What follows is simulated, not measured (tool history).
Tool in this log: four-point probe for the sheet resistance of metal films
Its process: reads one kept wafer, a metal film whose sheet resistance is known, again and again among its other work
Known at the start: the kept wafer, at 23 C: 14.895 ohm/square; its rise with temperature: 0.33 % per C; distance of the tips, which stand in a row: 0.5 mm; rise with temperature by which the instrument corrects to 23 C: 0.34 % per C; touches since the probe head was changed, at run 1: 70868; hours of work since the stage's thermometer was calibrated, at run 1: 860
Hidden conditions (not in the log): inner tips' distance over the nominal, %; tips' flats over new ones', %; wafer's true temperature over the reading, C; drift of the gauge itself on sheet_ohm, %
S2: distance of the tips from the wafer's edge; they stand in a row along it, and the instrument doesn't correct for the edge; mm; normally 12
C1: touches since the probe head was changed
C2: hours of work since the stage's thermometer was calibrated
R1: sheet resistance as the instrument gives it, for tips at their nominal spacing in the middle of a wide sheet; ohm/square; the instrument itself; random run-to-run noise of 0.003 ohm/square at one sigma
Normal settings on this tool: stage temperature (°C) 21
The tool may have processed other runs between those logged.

{"run": 1, "day": 0.0, "stage temperature (°C)": 21, "S2": 12, "C1": 70868, "C2": 860, "R1": 14.879567}
{"run": 2, "day": 3.775, "stage temperature (°C)": 21, "S2": 12, "C1": 73676, "C2": 929, "R1": 14.880506}
{"run": 3, "day": 7.846, "stage temperature (°C)": 21, "S2": 40, "C1": 76704, "C2": 1004, "R1": 14.868043}
{"run": 4, "day": 10.542, "stage temperature (°C)": 21, "S2": 13, "C1": 78711, "C2": 1053, "R1": 14.876777}
{"run": 5, "day": 13.975, "stage temperature (°C)": 21, "S2": 12, "C1": 81265, "C2": 1116, "R1": 14.869422}
{"run": 6, "day": 17.008, "stage temperature (°C)": 23, "S2": 12, "C1": 83520, "C2": 1172, "R1": 14.869732}
{"run": 7, "day": 19.604, "stage temperature (°C)": 21, "S2": 12, "C1": 85452, "C2": 1220, "R1": 14.865476}
{"run": 8, "day": 24.554, "stage temperature (°C)": 21, "S2": 12, "C1": 89135, "C2": 1311, "R1": 14.860315}
{"run": 9, "day": 29.475, "stage temperature (°C)": 21, "S2": 12, "C1": 92794, "C2": 1401, "R1": 14.859012}
{"run": 10, "day": 32.075, "stage temperature (°C)": 21, "S2": 12, "C1": 94730, "C2": 1449, "R1": 14.858794}
{"run": 11, "day": 35.004, "stage temperature (°C)": 21, "S2": 12, "C1": 96907, "C2": 1502, "R1": 14.857254}
{"day": 35.45, "done": "stage's thermometer calibrated"}
{"run": 12, "day": 37.912, "stage temperature (°C)": 21, "S2": 12, "C1": 99058, "C2": 45, "R1": 14.838896}
{"run": 13, "day": 41.212, "stage temperature (°C)": 22, "S2": 12, "C1": 101512, "C2": 106, "R1": 14.837914}
{"run": 14, "day": 43.846, "stage temperature (°C)": 22, "S2": 12, "C1": 103470, "C2": 154, "R1": 14.831016}
{"run": 15, "day": 47.112, "stage temperature (°C)": 22, "S2": 12, "C1": 105901, "C2": 214, "R1": 14.829802}
{"run": 16, "day": 51.779, "stage temperature (°C)": 19, "S2": 4, "C1": 109371, "C2": 300, "R1": 14.9446}
{"run": 17, "day": 57.062, "stage temperature (°C)": 22, "S2": 5, "C1": 113302, "C2": 397, "R1": 14.885046}
{"run": 18, "day": 60.854, "stage temperature (°C)": 28, "S2": 48, "C1": 116125, "C2": 467, "R1": 14.797861}
{"run": 19, "day": 64.875, "stage temperature (°C)": 28, "S2": 48, "C1": 119114, "C2": 540, "R1": 14.793938}
{"run": 20, "day": 67.821, "stage temperature (°C)": 28, "S2": 48, "C1": 121305, "C2": 594, "R1": 14.786961}
{"day": 68.65, "done": "stage's thermometer calibrated, once more"}
{"run": 21, "day": 71.496, "stage temperature (°C)": 32, "S2": 10, "C1": 124023, "C2": 52, "R1": 14.834114}
{"run": 22, "day": 75.508, "stage temperature (°C)": 32, "S2": 10, "C1": 127011, "C2": 126, "R1": 14.825635}
{"run": 23, "day": 78.688, "stage temperature (°C)": 28, "S2": 37, "C1": 129375, "C2": 184, "R1": 14.816085}
{"run": 24, "day": 82.925, "stage temperature (°C)": 35, "S2": 29, "C1": 132528, "C2": 262, "R1": 14.798471}
{"run": 25, "day": 86.862, "stage temperature (°C)": 19, "S2": 4, "C1": 135457, "C2": 335, "R1": 14.95114}
{"run": 26, "day": 91.721, "stage temperature (°C)": 28, "S2": 56, "C1": 139071, "C2": 424, "R1": 14.805036}
{"run": 27, "day": 95.917, "stage temperature (°C)": 24, "S2": 62, "C1": 142192, "C2": 501, "R1": 14.806795}
{"run": 28, "day": 100.092, "stage temperature (°C)": 24, "S2": 62, "C1": 145297, "C2": 577, "R1": 14.807584}
{"run": 29, "day": 103.512, "stage temperature (°C)": 24, "S2": 62, "C1": 147842, "C2": 640, "R1": 14.806605}

Here are 4 independent what-if runs from the current tool condition. What would each one return?
{"run": "A", "day": 108.204, "stage temperature (°C)": 24, "S2": 11, "C1": 151332, "C2": 726, "R1": "?"}
{"run": "B", "day": 108.204, "stage temperature (°C)": 29, "S2": 7, "C1": 151332, "C2": 726, "R1": "?"}
{"run": "C", "day": 108.204, "stage temperature (°C)": 20, "S2": 58, "C1": 151332, "C2": 726, "R1": "?"}
{"run": "D", "day": 108.204, "stage temperature (°C)": 28, "S2": 13, "C1": 151332, "C2": 726, "R1": "?"}

run=A R1=14.816338
run=B R1=14.835049
run=C R1=14.807242
run=D R1=14.810319
Had the tool no hidden state, the same runs would have come out as:
run=A R1=14.906745
run=B R1=14.925450
run=C R1=14.897690
run=D R1=14.900603
